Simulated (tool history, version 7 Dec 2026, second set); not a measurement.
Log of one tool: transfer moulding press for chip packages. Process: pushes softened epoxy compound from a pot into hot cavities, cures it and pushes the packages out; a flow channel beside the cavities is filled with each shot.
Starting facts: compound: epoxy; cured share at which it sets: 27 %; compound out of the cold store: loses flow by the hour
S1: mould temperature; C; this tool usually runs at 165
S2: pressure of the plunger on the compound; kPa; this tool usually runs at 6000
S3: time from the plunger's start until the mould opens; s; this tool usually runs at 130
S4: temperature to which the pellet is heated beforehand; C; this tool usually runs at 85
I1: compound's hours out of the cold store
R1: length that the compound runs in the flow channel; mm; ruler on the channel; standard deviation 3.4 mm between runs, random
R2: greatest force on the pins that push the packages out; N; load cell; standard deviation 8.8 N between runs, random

| run | hour | S1 | S2 | S3 | S4 | I1 | R1 | R2 |
|---|---|---|---|---|---|---|---|---|
| 1 | 0.0 | 165 | 6000 | 130 | 85 | 10.1 | 603 | 394 |
|  | 25.1 | plunger's sealing rings changed |
| 2 | 30.0 | 165 | 6000 | 130 | 85 | 9.4 | 614 | 405 |
|  | 64.5 | cavities cleaned with cleaning compound and waxed |
| 3 | 69.6 | 165 | 6000 | 130 | 89 | 18.7 | 591 | 386 |
| 4 | 90.3 | 165 | 6000 | 130 | 89 | 24.8 | 574 | 392 |
| 5 | 127.2 | 165 | 6000 | 130 | 85 | 38.9 | 560 | 389 |
|  | 132.7 | cavities cleaned with cleaning compound and waxed |
|  | 151.7 | mould's thermocouples calibrated |
| 6 | 160.3 | 165 | 6000 | 130 | 85 | 38.8 | 553 | 400 |
| 7 | 184.4 | 165 | 6000 | 130 | 85 | 25.4 | 580 | 402 |
|  | 202.6 | cavities cleaned with cleaning compound and waxed |
| 8 | 206.1 | 165 | 6000 | 130 | 85 | 45.5 | 539 | 383 |
| 9 | 225.4 | 165 | 6000 | 130 | 85 | 40.8 | 554 | 397 |
| 10 | 263.7 | 163 | 6000 | 130 | 85 | 17.2 | 600 | 440 |
|  | 270.5 | cavities cleaned with cleaning compound and waxed |
| 11 | 294.2 | 163 | 6000 | 130 | 85 | 12.9 | 609 | 427 |
| 12 | 314.7 | 163 | 6000 | 130 | 85 | 19.2 | 594 | 440 |
|  | 337.8 | cavities cleaned with cleaning compound and waxed |
| 13 | 351.7 | 165 | 5320 | 130 | 85 | 29.4 | 541 | 388 |
| 14 | 383.1 | 165 | 5320 | 130 | 88 | 44.5 | 509 | 388 |
|  | 405.6 | cavities cleaned with cleaning compound and waxed |
| 15 | 426.0 | 165 | 5320 | 130 | 88 | 33.4 | 537 | 408 |
| 16 | 443.9 | 169 | 4940 | 130 | 85 | 29.1 | 511 | 366 |
| 17 | 466.6 | 167 | 6870 | 160 | 83 | 28.4 | 608 | 356 |

Estimate the outcome of run 18 from the log above:
|  | 470.9 | cavities cleaned with cleaning compound and waxed |
| 18 | 505.8 | 167 | 6870 | 160 | 83 | 29.5 | ? | ? |

Run 18 produced R1 599 mm, R2 352 N.
Minus the tool's unlogged condition, the same run would have read R1 601 mm, R2 347 N.

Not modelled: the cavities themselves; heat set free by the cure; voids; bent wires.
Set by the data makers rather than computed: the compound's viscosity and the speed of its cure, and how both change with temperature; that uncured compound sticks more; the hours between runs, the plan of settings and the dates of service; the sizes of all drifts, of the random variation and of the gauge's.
